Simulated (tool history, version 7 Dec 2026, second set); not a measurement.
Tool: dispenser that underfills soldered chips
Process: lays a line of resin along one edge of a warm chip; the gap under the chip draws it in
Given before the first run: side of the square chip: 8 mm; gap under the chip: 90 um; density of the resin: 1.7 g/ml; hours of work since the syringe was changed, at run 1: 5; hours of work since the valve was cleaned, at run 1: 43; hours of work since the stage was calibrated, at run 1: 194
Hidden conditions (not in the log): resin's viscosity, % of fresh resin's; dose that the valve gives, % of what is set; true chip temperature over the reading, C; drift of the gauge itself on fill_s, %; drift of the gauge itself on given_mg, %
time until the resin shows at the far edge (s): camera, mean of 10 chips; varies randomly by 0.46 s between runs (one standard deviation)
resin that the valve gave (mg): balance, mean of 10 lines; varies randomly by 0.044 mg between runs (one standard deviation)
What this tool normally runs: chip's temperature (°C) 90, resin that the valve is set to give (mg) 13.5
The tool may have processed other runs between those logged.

run  hour  chip's temperature (°C)  resin that the valve is set to give (mg)  hours of work since the syringe was changed  hours of work since the valve was cleaned  hours of work since the stage was calibrated  time until the resin shows at the far edge (s)  resin that the valve gave (mg)
  1   0.0                       90                                      13.5                                            5                                         43                                           194                                            44.3                           13.14
      1.5  -- new syringe of resin
  2   4.4                       86                                      13.5                                            2                                         46                                           197                                            44.7                           13.08
      9.3  -- new syringe of resin
  3   9.7                       98                                      13.5                                            0                                         50                                           201                                            26.9                           13.07
  4  13.2                       90                                      13.5                                            3                                         53                                           204                                            39.6                           13.08
     17.1  -- new syringe of resin
  5  19.7                       90                                      13.5                                            2                                         57                                           208                                            37.2                           13.00
  6  24.1                       90                                      13.5                                            6                                         61                                           212                                            45.3                           12.94
     24.9  -- new syringe of resin
  7  28.4                       90                                      13.5                                            3                                         64                                           215                                            38.2                           12.89
  8  31.7                       90                                      13.5                                            5                                         67                                           218                                            45.6                           12.81
     32.8  -- new syringe of resin
  9  34.9                       90                                      12.2                                            2                                         69                                           220                                            37.8                           11.62
 10  40.0                       90                                      12.2                                            6                                         73                                           224                                            47.4                           11.64
     40.8  -- new syringe of resin
 11  43.8                       99                                      13.5                                            2                                         76                                           227                                            28.1                           12.83
 12  46.9                       99                                      13.5                                            5                                         78                                           229                                            32.4                           12.82
     48.5  -- new syringe of resin
 13  51.7                       90                                      14.0                                            2                                         82                                           233                                            37.6                           13.30
 14  54.8                       90                                      16.9                                            5                                         84                                           235                                            41.9                           15.96
     56.4  -- new syringe of resin
 15  58.4                       77                                      12.4                                            2                                         87                                           238                                            57.5                           11.73
     64.7  -- dispensing valve cleaned and set on the balance
 16  64.7                       86                                      14.1                                            6                                          0                                           242                                            52.9                           14.08
     65.3  -- new syringe of resin
 17  67.7                       86                                      13.2                                            2                                          2                                           244                                            40.3                           13.18
 18  70.9                       86                                      13.2                                            4                                          5                                           246                                            48.1                           13.15
     73.0  -- new syringe of resin
 19  76.5                       94                                      15.6                                            3                                          9                                           251                                            33.1                           15.52
     81.0  -- new syringe of resin
 20  82.2                       97                                      17.0                                            1                                         13                                           255                                            26.6                           16.88
 21  88.1                       82                                      17.0                                            6                                         18                                           259                                            55.8                           16.82
     88.8  -- new syringe of resin
 22  93.9                       93                                      17.1                                            4                                         22                                           264                                            36.2                           16.96
     96.9  -- new syringe of resin
 23  99.1                       93                                      17.1                                            2                                         26                                           268                                            31.3                           16.87

4 ways to go on from here, each from the tool as it stands after run 23. What would each give?
     104.7  -- new syringe of resin
  A  105.1                       99                                      16.0                                            0                                         30                                           272                                               ?                               ?
     104.7  -- new syringe of resin
  B  105.1                       96                                      11.7                                            0                                         30                                           272                                               ?                               ?
     104.7  -- new syringe of resin
  C  105.1                       90                                      17.2                                            0                                         30                                           272                                               ?                               ?
     104.7  -- new syringe of resin
  D  105.1                       84                                      11.8                                            0                                         30                                           272                                               ?                               ?

run  time until the resin shows at the far edge (s)  resin that the valve gave (mg)
  A                                            24.8                           15.73
  B                                            28.9                           11.46
  C                                            32.7                           16.80
  D                                            43.2                           11.62
What these runs would have given with no unlogged condition in the tool:
run  time until the resin shows at the far edge (s)  resin that the valve gave (mg)
  A                                            25.4                           16.03
  B                                            29.4                           11.68
  C                                            33.5                           17.11
  D                                            44.1                           11.84
